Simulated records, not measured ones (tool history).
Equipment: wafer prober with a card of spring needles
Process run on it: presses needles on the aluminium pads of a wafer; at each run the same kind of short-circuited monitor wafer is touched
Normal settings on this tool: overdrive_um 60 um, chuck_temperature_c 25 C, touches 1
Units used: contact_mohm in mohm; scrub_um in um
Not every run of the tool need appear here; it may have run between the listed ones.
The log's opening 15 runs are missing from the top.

run   hour  overdrive_um  chuck_temperature_c  touches  touches since the tips were cleaned  cleanings since the card got new needles  touches since the first contact's height was set  contact_mohm  scrub_um
     396.8  -- tips cleaned on abrasive film
     408.9  -- tips cleaned on abrasive film
 16  410.2            44                   65        2                                  460                                        53                                             90248           166        11
     421.7  -- tips cleaned on abrasive film
 17  431.8            60                  120        2                                 3334                                        54                                             97329           182     15.46
     434.8  -- tips cleaned on abrasive film
     447.2  -- tips cleaned on abrasive film
 18  457.6            60                  120        2                                 3431                                        56                                            105763           186     15.28
     460.6  -- tips cleaned on abrasive film
     474.3  -- tips cleaned on abrasive film
 19  475.4            60                  107        3                                  392                                        58                                            111600           165     15.21
     487.3  -- tips cleaned on abrasive film
     500.9  -- tips cleaned on abrasive film
 20  500.9            60                  107        3                                    0                                        60                                            119926           163     14.99
     513.8  -- tips cleaned on abrasive film
     526.9  -- tips cleaned on abrasive film
 21  533.7            76                   50        2                                 2230                                        62                                            130690           163      19.4
     539.2  -- tips cleaned on abrasive film
     551.5  -- tips cleaned on abrasive film
 22  557.5            54                   63        3                                 1974                                        64                                            138485           168     13.47
     565.1  -- tips cleaned on abrasive film
     574.4  -- height of the first contact set anew
     577.4  -- tips cleaned on abrasive film
     591.2  -- tips cleaned on abrasive film
 23  593.2            43                   25        2                                  687                                        67                                              6152           168     11.26
     604.1  -- tips cleaned on abrasive film
 24  612.2            61                   28        2                                 2667                                        68                                             12378           164     16.19
     618.1  -- tips cleaned on abrasive film
     630.8  -- tips cleaned on abrasive film
     644.3  -- tips cleaned on abrasive film
 25  645.1            42                   52        1                                  288                                        71                                             23147           168     11.24
     657.7  -- tips cleaned on abrasive film
 26    665            42                   52        1                                 2407                                        72                                             29670           215     11.08
     669.7  -- tips cleaned on abrasive film
     682.4  -- tips cleaned on abrasive film
 27  692.4            63                   26        3                                 3306                                        74                                             38653           160     16.49
     696.8  -- tips cleaned on abrasive film
 28  707.8            63                   26        2                                 3631                                        75                                             43704           170     16.16
     709.6  -- tips cleaned on abrasive film
     723.4  -- tips cleaned on abrasive film
 29  729.4            69                   57        2                                 2005                                        77                                             50776           161     17.84
     735.5  -- tips cleaned on abrasive film
     749.8  -- tips cleaned on abrasive film
     762.3  -- tips cleaned on abrasive film
 30    764            69                   57        2                                  572                                        80                                             62090           156     17.76

Forecast each of these 4 alternatives for the next run:
     774.5  -- tips cleaned on abrasive film
     788.2  -- tips cleaned on abrasive film
  A  788.2            44                  104        2                                    0                                        82                                             70019             ?         ?
     774.5  -- tips cleaned on abrasive film
     788.2  -- tips cleaned on abrasive film
  B  788.2            52                   57        2                                    0                                        82                                             70019             ?         ?
     774.5  -- tips cleaned on abrasive film
     788.2  -- tips cleaned on abrasive film
  C  788.2            69                   82        1                                    0                                        82                                             70019             ?         ?
     774.5  -- tips cleaned on abrasive film
     788.2  -- tips cleaned on abrasive film
  D  788.2            69                   57        3                                    0                                        82                                             70019             ?         ?

run  contact_mohm  scrub_um
  A           172     11.25
  B           160     13.34
  C           159      17.9
  D           152     17.86
With no hidden state in the tool, these same runs would have given:
run  contact_mohm  scrub_um
  A           163     11.79
  B           153     13.88
  C           153     18.43
  D           149     18.39
